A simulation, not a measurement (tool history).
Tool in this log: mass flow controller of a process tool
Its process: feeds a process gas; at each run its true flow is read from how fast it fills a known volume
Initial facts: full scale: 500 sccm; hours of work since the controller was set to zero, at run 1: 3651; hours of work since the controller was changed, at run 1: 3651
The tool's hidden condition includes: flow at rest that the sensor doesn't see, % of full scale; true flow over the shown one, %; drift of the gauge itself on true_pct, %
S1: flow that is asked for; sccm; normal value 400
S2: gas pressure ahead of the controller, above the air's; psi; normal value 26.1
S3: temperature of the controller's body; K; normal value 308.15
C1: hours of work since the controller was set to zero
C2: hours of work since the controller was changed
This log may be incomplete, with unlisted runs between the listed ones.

Run 1, day 0.000: usual settings; C1 3651; C2 3651. Result: true flow (%) 100.01.
Run 2, day 8.042: usual settings; C1 3718; C2 3718. Result: true flow (%) 100.04.
Run 3, day 17.612: usual settings but S1 159 sccm; C1 3798; C2 3798. Result: true flow (%) 98.22.
Run 4, day 23.688: usual settings but S1 159 sccm; C1 3849; C2 3849. Result: true flow (%) 98.25.
Run 5, day 31.250: usual settings but S3 294.15 K; C1 3912; C2 3912. Result: true flow (%) 99.02.
Run 6, day 45.412: usual settings but S1 189 sccm; C1 4030; C2 4030. Result: true flow (%) 98.51.
Run 7, day 56.354: usual settings but S1 189 sccm, S2 39.6 psi; C1 4121; C2 4121. Result: true flow (%) 98.30.
Run 8, day 63.912: usual settings but S1 189 sccm, S2 39.6 psi; C1 4184; C2 4184. Result: true flow (%) 98.34.
Run 9, day 74.662: usual settings but S1 189 sccm, S2 39.6 psi; C1 4273; C2 4273. Result: true flow (%) 98.40.
Run 10, day 85.879: usual settings but S1 189 sccm, S2 39.6 psi; C1 4367; C2 4367. Result: true flow (%) 98.34.
Run 11, day 97.438: usual settings but S3 293.15 K; C1 4463; C2 4463. Result: true flow (%) 98.92.
Run 12, day 110.050: usual settings but S3 293.15 K; C1 4568; C2 4568. Result: true flow (%) 99.03.
Run 13, day 118.783: usual settings but S1 196 sccm, S2 32.1 psi, S3 293.15 K; C1 4641; C2 4641. Result: true flow (%) 97.51.
Run 14, day 129.517: usual settings but S2 34.2 psi; C1 4730; C2 4730. Result: true flow (%) 99.96.
Run 15, day 137.192: usual settings but S2 34.2 psi; C1 4794; C2 4794. Result: true flow (%) 99.86.
Run 16, day 145.025: usual settings but S2 34.2 psi; C1 4860; C2 4860. Result: true flow (%) 99.85.
Run 17, day 158.688: usual settings but S2 34.2 psi; C1 4973; C2 4973. Result: true flow (%) 99.94.
Run 18, day 168.067: usual settings but S1 385 sccm, S3 297.15 K; C1 5052; C2 5052. Result: true flow (%) 99.21.
Run 19, day 182.821: usual settings but S1 385 sccm, S3 297.15 K; C1 5174; C2 5174. Result: true flow (%) 99.04.

What does the tool deliver on the next run?
Run 20, day 196.692: usual settings but S1 95 sccm, S3 297.15 K; C1 5290; C2 5290. Result: true flow (%) ?.

true flow (%): 97.27
With no hidden state in the tool, this same run would have given true flow (%) 97.29.
